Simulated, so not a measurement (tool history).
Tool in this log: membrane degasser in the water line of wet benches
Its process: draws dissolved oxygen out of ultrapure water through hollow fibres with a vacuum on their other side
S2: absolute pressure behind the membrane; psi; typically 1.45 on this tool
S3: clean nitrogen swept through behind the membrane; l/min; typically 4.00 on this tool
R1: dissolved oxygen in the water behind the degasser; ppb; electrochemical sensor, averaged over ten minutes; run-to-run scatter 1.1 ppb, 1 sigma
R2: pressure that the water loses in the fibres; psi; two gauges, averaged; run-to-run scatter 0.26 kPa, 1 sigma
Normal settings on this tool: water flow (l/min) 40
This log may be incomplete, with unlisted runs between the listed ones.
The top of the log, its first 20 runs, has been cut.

run 21 day=76.183 | water_flow_(l/min)=40 S2=2.25 S3=4.00 | R1=291.6 R2=10.399
run 22 day=81.971 | water_flow_(l/min)=25 S2=1.45 S3=4.00 | R1=106.1 R2=6.534
run 23 day=84.454 | water_flow_(l/min)=25 S2=1.45 S3=4.00 | R1=106.1 R2=6.550
run 24 day=87.042 | water_flow_(l/min)=25 S2=1.45 S3=4.00 | R1=105.8 R2=6.517
run 25 day=90.662 | water_flow_(l/min)=25 S2=1.45 S3=4.00 | R1=105.6 R2=6.515
run 26 day=95.588 | water_flow_(l/min)=39 S2=1.33 S3=9.91 | R1=68.0 R2=10.189
run 27 day=98.429 | water_flow_(l/min)=54 S2=1.45 S3=10.95 | R1=100.1 R2=14.029
-- day=101.229 vacuum gauge calibrated
run 28 day=102.708 | water_flow_(l/min)=40 S2=2.48 S3=4.00 | R1=325.6 R2=10.472
run 29 day=106.317 | water_flow_(l/min)=51 S2=3.21 S3=7.15 | R1=332.0 R2=13.306
run 30 day=111.392 | water_flow_(l/min)=51 S2=3.21 S3=7.95 | R1=299.9 R2=13.271
run 31 day=116.367 | water_flow_(l/min)=51 S2=3.21 S3=7.95 | R1=302.4 R2=13.297

Predict each of these 3 candidate next runs independently; none follows another, all start after run 31:
run A day=120.112 | water_flow_(l/min)=37 S2=0.97 S3=7.95 | R1=? R2=?
run B day=120.112 | water_flow_(l/min)=40 S2=1.45 S3=9.39 | R1=? R2=?
run C day=120.112 | water_flow_(l/min)=30 S2=3.31 S3=3.53 | R1=? R2=?

run=A R1=49.0 R2=9.722
run=B R1=79.9 R2=10.453
run=C R1=383.1 R2=7.873
With no hidden state in the tool, these same runs would have given:
run=A R1=46.3 R2=9.385
run=B R1=77.0 R2=10.089
run=C R1=379.9 R2=7.600
